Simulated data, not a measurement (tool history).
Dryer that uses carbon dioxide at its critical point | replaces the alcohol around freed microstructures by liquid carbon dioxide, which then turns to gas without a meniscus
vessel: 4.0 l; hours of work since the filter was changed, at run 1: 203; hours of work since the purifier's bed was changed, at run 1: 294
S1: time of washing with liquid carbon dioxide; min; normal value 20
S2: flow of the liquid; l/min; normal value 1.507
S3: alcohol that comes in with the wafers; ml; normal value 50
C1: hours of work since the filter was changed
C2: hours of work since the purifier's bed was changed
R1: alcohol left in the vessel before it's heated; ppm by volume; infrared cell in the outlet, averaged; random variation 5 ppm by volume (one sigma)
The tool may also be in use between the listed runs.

run 1 hour=0.0 | S1=20 S2=1.507 S3=50 | C1=203 C2=294 | R1=124
run 2 hour=58.8 | S1=20 S2=1.507 S3=50 | C1=228 C2=319 | R1=121
run 3 hour=92.1 | S1=20 S2=1.507 S3=50 | C1=242 C2=333 | R1=148
run 4 hour=122.6 | S1=20 S2=1.370 S3=50 | C1=255 C2=346 | R1=178
-- hour=197.0 inlet filter changed
run 5 hour=197.0 | S1=20 S2=1.507 S3=50 | C1=0 C2=377 | R1=105
run 6 hour=258.1 | S1=20 S2=1.507 S3=50 | C1=26 C2=403 | R1=106
run 7 hour=300.2 | S1=20 S2=1.507 S3=50 | C1=44 C2=421 | R1=119
run 8 hour=370.3 | S1=20 S2=1.507 S3=50 | C1=73 C2=450 | R1=120

Estimate the outcome of run 9 from the log above:
run 9 hour=404.2 | S1=20 S2=1.507 S3=50 | C1=88 C2=465 | R1=?

R1: 135 ppm by volume
Take away the tool's hidden state, keep the run-to-run variation as it was, and the same run would have given R1 33 ppm by volume.
